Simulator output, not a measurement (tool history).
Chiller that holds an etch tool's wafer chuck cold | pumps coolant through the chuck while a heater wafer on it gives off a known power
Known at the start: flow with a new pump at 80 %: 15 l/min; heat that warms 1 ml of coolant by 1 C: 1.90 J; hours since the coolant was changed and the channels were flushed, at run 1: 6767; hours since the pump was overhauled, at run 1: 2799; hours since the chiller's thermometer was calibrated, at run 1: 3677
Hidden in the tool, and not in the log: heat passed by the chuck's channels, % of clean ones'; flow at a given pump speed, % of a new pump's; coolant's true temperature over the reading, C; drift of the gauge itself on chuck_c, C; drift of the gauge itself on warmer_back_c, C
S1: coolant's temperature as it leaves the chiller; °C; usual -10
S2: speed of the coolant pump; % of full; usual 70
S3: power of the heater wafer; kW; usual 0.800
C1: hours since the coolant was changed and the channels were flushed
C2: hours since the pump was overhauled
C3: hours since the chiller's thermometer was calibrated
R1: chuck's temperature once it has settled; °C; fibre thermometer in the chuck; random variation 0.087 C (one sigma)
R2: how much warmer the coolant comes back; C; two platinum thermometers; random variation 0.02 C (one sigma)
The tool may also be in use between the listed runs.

| run | hour | S1 | S2 | S3 | C1 | C2 | C3 | R1 | R2 |
|---|---|---|---|---|---|---|---|---|---|
| 1 | 0.0 | -10 | 70 | 0.800 | 6767 | 2799 | 3677 | -1.93 | 1.97 |
| 2 | 131.5 | -13 | 70 | 0.800 | 6898 | 2930 | 3808 | -5.00 | 2.01 |
| 3 | 291.0 | -13 | 70 | 0.800 | 7058 | 3090 | 3968 | -5.06 | 2.00 |
| 4 | 409.0 | -2 | 70 | 0.800 | 7176 | 3208 | 4086 | 6.00 | 2.01 |
| 5 | 592.7 | -2 | 70 | 0.800 | 7359 | 3392 | 4269 | 6.18 | 2.01 |
| 6 | 761.6 | -2 | 70 | 0.477 | 7528 | 3560 | 4438 | 3.06 | 1.24 |
| 7 | 950.8 | -2 | 70 | 0.477 | 7717 | 3750 | 4627 | 3.16 | 1.20 |
| 8 | 1075.9 | -2 | 70 | 0.477 | 7842 | 3875 | 4752 | 3.12 | 1.24 |
| 9 | 1242.1 | -10 | 70 | 0.800 | 8009 | 4041 | 4919 | -1.72 | 2.04 |
| 10 | 1356.9 | -10 | 70 | 1.045 | 8123 | 4156 | 5033 | 0.85 | 2.69 |
| 11 | 1552.7 | -19 | 70 | 0.800 | 8319 | 4352 | 5229 | -10.55 | 2.02 |
|  | 1703.9 | coolant changed, channels flushed |
| 12 | 1734.0 | -19 | 70 | 0.800 | 30 | 4527 | 5405 | -11.57 | 2.08 |
| 13 | 1910.3 | -19 | 70 | 0.800 | 206 | 4703 | 5581 | -11.42 | 2.08 |
|  | 2043.3 | chiller's thermometer calibrated |
| 14 | 2072.7 | -14 | 70 | 0.800 | 368 | 4865 | 29 | -6.84 | 2.04 |
| 15 | 2226.0 | -14 | 70 | 0.800 | 521 | 5018 | 183 | -6.93 | 2.06 |
| 16 | 2396.6 | -14 | 70 | 0.800 | 692 | 5188 | 353 | -6.85 | 2.10 |
|  | 2415.4 | coolant pump overhauled |
| 17 | 2498.2 | -14 | 70 | 0.800 | 788 | 83 | 450 | -6.79 | 2.15 |
| 18 | 2630.8 | -8 | 82 | 0.413 | 921 | 215 | 582 | -4.67 | 0.94 |

The next listed run, before its measurement:
| 19 | 2817.0 | -1 | 71 | 0.413 | 1107 | 402 | 769 | ? | ? |

{"run 19": {"R1": 2.76, "R2": 1.08}}
Without the tool's hidden state the same run would have given R1 2.38 °C, R2 0.98 C.

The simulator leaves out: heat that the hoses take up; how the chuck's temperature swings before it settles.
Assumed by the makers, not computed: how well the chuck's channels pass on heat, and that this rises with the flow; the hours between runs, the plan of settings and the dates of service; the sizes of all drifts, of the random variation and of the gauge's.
